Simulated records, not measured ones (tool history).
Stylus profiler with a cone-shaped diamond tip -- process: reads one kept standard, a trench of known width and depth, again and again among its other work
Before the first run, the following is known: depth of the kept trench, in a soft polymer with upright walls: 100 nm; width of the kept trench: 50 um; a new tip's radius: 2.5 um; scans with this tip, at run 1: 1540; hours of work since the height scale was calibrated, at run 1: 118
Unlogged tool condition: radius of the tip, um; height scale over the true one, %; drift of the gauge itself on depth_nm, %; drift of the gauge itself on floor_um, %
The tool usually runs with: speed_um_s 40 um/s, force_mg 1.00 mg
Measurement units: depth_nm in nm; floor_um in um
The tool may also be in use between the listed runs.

run,hour,speed_um_s,force_mg,scans with this tip,hours of work since the height scale was calibrated,depth_nm,floor_um
1,0.0,40,1.00,1540,118,100.46,48.07
2,46.2,40,1.00,1881,144,100.36,48.03
3,138.9,40,1.00,2564,196,100.41,48.00
4,230.7,40,1.00,3241,248,100.26,47.90
5,276.5,84,1.00,3579,273,100.41,47.52
6,375.4,84,1.00,4308,329,100.33,47.49
7,415.5,40,1.52,4603,352,100.41,47.86
8,482.5,40,1.52,5097,389,100.56,47.96
9,540.3,40,1.52,5523,422,100.48,47.88
10,613.9,18,1.88,6065,463,100.61,47.99
11,710.1,18,1.88,6775,517,100.58,47.93
12,802.1,18,1.88,7453,569,100.36,47.97
13,883.0,14,1.88,8049,615,100.40,47.93
14,935.6,40,0.37,8437,644,99.97,47.36

Hidden state or all else? Some run-to-run changes of depth_nm, split into what the settings, what came in and random variation would give without the hidden state, and what is left for the hidden state (with any gauge scatter that isn't in both results):
Run 5 -> 6: no setting changed, nothing entered. depth_nm -0.08 nm: hidden state -0.03, all else -0.05.
Run 13 -> 14: speed_um_s 14 -> 40, force_mg 1.88 -> 0.37. depth_nm -0.43 nm: hidden state -0.01, all else -0.42.

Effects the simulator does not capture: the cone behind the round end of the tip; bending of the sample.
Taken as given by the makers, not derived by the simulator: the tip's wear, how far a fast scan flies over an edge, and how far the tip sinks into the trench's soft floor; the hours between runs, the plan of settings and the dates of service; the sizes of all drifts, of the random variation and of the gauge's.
